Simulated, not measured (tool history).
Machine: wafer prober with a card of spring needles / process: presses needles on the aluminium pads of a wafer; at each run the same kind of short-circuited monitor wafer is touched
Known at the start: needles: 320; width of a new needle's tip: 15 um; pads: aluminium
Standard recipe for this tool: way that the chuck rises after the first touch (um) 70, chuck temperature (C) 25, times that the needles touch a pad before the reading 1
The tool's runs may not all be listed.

run,day,way that the chuck rises after the first touch (um),chuck temperature (C),times that the needles touch a pad before the reading,resistance of one needle with its contact and lead (mohm),way that a needle slides on the pad (um)
1,0.000,70,25,1,290,13.25
# day 0.712: tips cleaned on abrasive film
2,1.050,70,25,1,306,13.25
# day 1.525: tips cleaned on abrasive film
3,1.717,70,25,1,302,13.29
# day 2.312: tips cleaned on abrasive film
4,2.454,70,25,1,287,13.22
# day 3.121: tips cleaned on abrasive film
5,3.400,70,25,1,300,13.21
# day 3.975: tips cleaned on abrasive film
6,4.033,70,25,1,285,13.17
7,4.617,70,25,1,311,13.24
# day 4.812: tips cleaned on abrasive film
# day 5.608: tips cleaned on abrasive film
8,5.771,70,25,1,292,13.04
# day 6.396: tips cleaned on abrasive film
9,6.479,70,25,1,285,13.17
# day 7.200: tips cleaned on abrasive film
10,7.300,70,25,1,288,13.07
# day 8.050: tips cleaned on abrasive film
11,8.175,70,101,1,310,13.07
# day 8.900: tips cleaned on abrasive film
12,9.338,70,25,1,312,13.05
# day 9.754: tips cleaned on abrasive film
13,10.379,70,25,1,314,13.00
# day 10.638: tips cleaned on abrasive film
14,11.046,70,25,1,318,13.02
# day 11.479: tips cleaned on abrasive film
# day 12.083: height of the first contact set anew
15,12.100,70,25,1,319,13.44
# day 12.279: tips cleaned on abrasive film
16,13.046,70,25,1,308,13.38
# day 13.162: tips cleaned on abrasive film
17,13.558,70,63,1,322,13.40
# day 13.950: tips cleaned on abrasive film
18,14.538,70,63,1,323,13.37
# day 14.742: tips cleaned on abrasive film
# day 15.596: tips cleaned on abrasive film
19,15.667,70,63,1,294,13.36
# day 16.400: tips cleaned on abrasive film
20,16.846,70,68,2,301,13.39
# day 17.246: tips cleaned on abrasive film
21,17.621,70,68,2,303,13.27
# day 18.125: tips cleaned on abrasive film
22,18.525,70,81,1,329,13.31
# day 18.912: tips cleaned on abrasive film
23,19.083,69,124,2,308,12.96
# day 19.708: tips cleaned on abrasive film
24,20.292,70,105,2,311,13.31
# day 20.488: tips cleaned on abrasive film
25,21.167,70,65,1,325,13.21
# day 21.308: tips cleaned on abrasive film
# day 22.171: tips cleaned on abrasive film
26,22.271,58,60,1,311,10.92
# day 22.988: tips cleaned on abrasive film
27,23.358,58,60,1,337,10.89
# day 23.825: tips cleaned on abrasive film
28,24.442,60,74,1,340,11.26
# day 24.638: tips cleaned on abrasive film
29,25.158,53,50,1,357,9.87
# day 25.479: tips cleaned on abrasive film
30,26.225,80,50,1,309,14.88
# day 26.304: tips cleaned on abrasive film
# day 27.083: tips cleaned on abrasive film
31,27.425,61,26,3,284,11.35
# day 27.862: tips cleaned on abrasive film
32,28.479,54,80,3,311,9.97

Predict each of these 4 candidate next runs independently; none follows another, all start after run 32:
# day 28.696: tips cleaned on abrasive film
# day 29.488: tips cleaned on abrasive film
A,29.488,50,90,1,?,?
# day 28.696: tips cleaned on abrasive film
# day 29.488: tips cleaned on abrasive film
B,29.488,88,25,1,?,?
# day 28.696: tips cleaned on abrasive film
# day 29.488: tips cleaned on abrasive film
C,29.488,66,93,1,?,?
# day 28.696: tips cleaned on abrasive film
# day 29.488: tips cleaned on abrasive film
D,29.488,70,30,1,?,?

run,resistance of one needle with its contact and lead (mohm),way that a needle slides on the pad (um)
A,296,9.26
B,261,16.34
C,287,12.25
D,264,13.02
Stripped of hidden state, with their random variation kept, the same runs would have yielded:
run,resistance of one needle with its contact and lead (mohm),way that a needle slides on the pad (um)
A,287,9.58
B,257,16.66
C,282,12.57
D,259,13.34

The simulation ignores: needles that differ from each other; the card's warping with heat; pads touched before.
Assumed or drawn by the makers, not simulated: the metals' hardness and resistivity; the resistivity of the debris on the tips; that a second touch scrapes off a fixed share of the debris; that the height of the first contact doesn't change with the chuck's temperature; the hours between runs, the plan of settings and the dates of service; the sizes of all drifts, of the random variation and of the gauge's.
